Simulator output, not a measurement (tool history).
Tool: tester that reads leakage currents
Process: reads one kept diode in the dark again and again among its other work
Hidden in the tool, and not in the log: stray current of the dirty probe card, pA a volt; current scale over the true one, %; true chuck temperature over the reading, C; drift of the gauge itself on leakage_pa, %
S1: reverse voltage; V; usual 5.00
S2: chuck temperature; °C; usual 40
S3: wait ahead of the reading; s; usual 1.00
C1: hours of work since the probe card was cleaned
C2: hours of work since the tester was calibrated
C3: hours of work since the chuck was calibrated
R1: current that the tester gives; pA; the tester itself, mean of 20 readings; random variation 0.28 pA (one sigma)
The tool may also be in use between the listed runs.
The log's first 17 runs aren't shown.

run	hour	S1	S2	S3	C1	C2	C3	R1
18	1438.9	5.00	40	0.46	1731	1530	345	101.02
19	1502.6	5.00	40	0.46	1769	1568	382	101.43
20	1608.6	5.00	40	0.46	1831	1630	445	102.17
21	1700.5	5.00	40	0.46	1885	1684	499	103.96
22	1770.4	5.00	40	0.46	1926	1725	540	104.78
23	1890.3	5.00	40	0.46	1997	1796	610	105.22
24	1941.8	5.00	25	8.14	2027	1826	640	30.07
# hour 2016.6: chuck's temperature calibrated
25	2023.6	5.00	25	8.14	2074	1873	4	26.54
26	2091.9	5.00	25	8.14	2114	1913	44	26.85
27	2207.1	7.19	27	8.07	2182	1981	112	39.84
# hour 2295.0: tester calibrated
28	2320.4	3.78	37	3.36	2247	15	177	62.93
29	2399.0	5.96	29	1.08	2293	61	224	42.78
30	2518.6	1.47	40	1.10	2364	131	294	48.47
31	2580.2	1.47	40	1.10	2400	168	330	48.90
32	2661.2	6.81	40	0.41	2448	215	378	118.07
33	2741.0	8.97	20	6.61	2495	262	425	25.93
34	2819.6	1.94	23	0.75	2541	308	471	14.41
35	2929.1	1.94	23	0.75	2605	373	535	14.54
36	2989.0	14.03	39	0.94	2640	408	570	168.05
37	3101.6	12.42	32	0.94	2706	474	637	90.83
38	3156.6	12.42	25	0.88	2739	506	669	52.04
# hour 3183.7: chuck's temperature calibrated
39	3226.1	12.42	38	4.59	2778	546	25	131.58
40	3312.4	5.94	47	2.68	2829	597	76	178.99

Forecast each of these 3 alternatives for the next run:
A	3424.5	3.28	47	0.33	2895	663	142	?
B	3424.5	4.80	21	0.65	2895	663	142	?
C	3424.5	1.63	29	0.51	2895	663	142	?

run	R1
A	130.86
B	20.18
C	20.72
Without the tool's hidden state the same runs would have given:
run	R1
A	126.09
B	18.39
C	19.66

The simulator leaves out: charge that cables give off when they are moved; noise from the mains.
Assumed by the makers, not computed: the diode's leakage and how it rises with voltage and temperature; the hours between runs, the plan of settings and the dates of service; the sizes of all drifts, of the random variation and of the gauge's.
